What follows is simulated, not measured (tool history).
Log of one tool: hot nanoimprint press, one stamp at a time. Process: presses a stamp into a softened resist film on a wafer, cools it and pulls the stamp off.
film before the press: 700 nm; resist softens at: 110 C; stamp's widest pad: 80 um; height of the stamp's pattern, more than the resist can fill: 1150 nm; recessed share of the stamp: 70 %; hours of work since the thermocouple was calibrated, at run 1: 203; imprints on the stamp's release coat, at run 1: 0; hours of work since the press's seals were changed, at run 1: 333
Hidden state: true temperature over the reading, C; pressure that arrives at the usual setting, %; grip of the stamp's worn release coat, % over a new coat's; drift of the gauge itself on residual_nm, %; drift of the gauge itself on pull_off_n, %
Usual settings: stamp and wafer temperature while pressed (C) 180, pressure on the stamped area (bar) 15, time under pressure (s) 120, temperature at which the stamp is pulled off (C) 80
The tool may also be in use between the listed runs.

run,hour,stamp and wafer temperature while pressed (C),pressure on the stamped area (bar),time under pressure (s),temperature at which the stamp is pulled off (C),hours of work since the thermocouple was calibrated,imprints on the stamp's release coat,hours of work since the press's seals were changed,resist left under the stamp's widest pad (Å),greatest force while the stamp is pulled off (N)
1,0,180,15,120,80,203,0,333,2817,126
2,26.3,180,15,120,80,222,69,353,2827,128
3,69.2,180,20.7,120,80,254,182,384,2354,131
4,105.9,180,15,135,80,281,279,411,2717,124
# hour 127.3: plate thermocouple calibrated
5,144.1,180,15,135,80,12,372,437,2720,127
6,175.3,180,15,135,80,35,454,460,2722,129
7,220.2,180,15,135,80,68,572,493,2723,123
8,251.1,185,15,120,80,91,654,516,2481,128
# hour 282.5: press's hydraulic seals changed and the load cell set to zero
# hour 298.6: stamp cleaned and given a new release coat
9,298.6,180,22.1,120,80,115,0,7,2274,125
10,348.1,180,15,120,77,152,130,44,2845,135
11,395.2,180,15,120,77,186,254,78,2837,127
12,438.9,180,17.4,120,80,218,369,110,2623,124
13,480.7,180,15,120,80,249,479,141,2850,124
14,527.4,180,15,118,80,283,603,175,2867,127
# hour 546.5: plate thermocouple calibrated
15,578.6,180,15,118,80,24,730,211,2882,133
# hour 590.7: stamp cleaned and given a new release coat
16,619.1,180,15,118,80,49,74,236,2887,125
17,663.2,180,15,118,80,81,191,268,2886,124
18,683.9,180,10.2,118,80,96,245,284,3545,122
19,731.2,178,23.2,68,79,131,370,318,2882,126
# hour 742: gauge calibrated
20,774.6,188,15,127,80,163,484,350,2244,126
21,819.8,188,15,127,80,196,603,383,2234,128
22,860.7,171,15,127,72,226,711,413,3575,143
# hour 879.5: stamp cleaned and given a new release coat
23,898.2,180,15,111,80,249,49,437,2916,123
24,930.9,178,10.2,128,82,273,135,461,3603,120
# hour 966.5: plate thermocouple calibrated
25,977.6,182,11.4,120,80,8,250,493,3136,127
26,1001.4,180,15,190,81,26,313,510,2415,124
# hour 1039.6: press's hydraulic seals changed and the load cell set to zero
27,1041,180,15,120,77,49,396,1,2841,128
28,1091.2,179,15,120,77,86,528,38,2918,136
29,1122.9,180,17.8,120,65,109,612,61,2580,168
30,1169.8,180,21.5,120,80,143,735,96,2312,126

The same runs without the tool's hidden state, with the same run-to-run variation:
run,resist left under the stamp's widest pad (Å)
1,2818
2,2826
3,2352
4,2713
5,2713
6,2712
7,2712
8,2469
9,2262
10,2828
11,2817
12,2602
13,2825
14,2840
15,2849
16,2852
17,2848
18,3498
19,2841
20,2243
21,2230
22,3567
23,2908
24,3592
25,3121
26,2401
27,2825
28,2899
29,2562
30,2294
greatest force while the stamp is pulled off (N): within 1 of the measured result in every run.
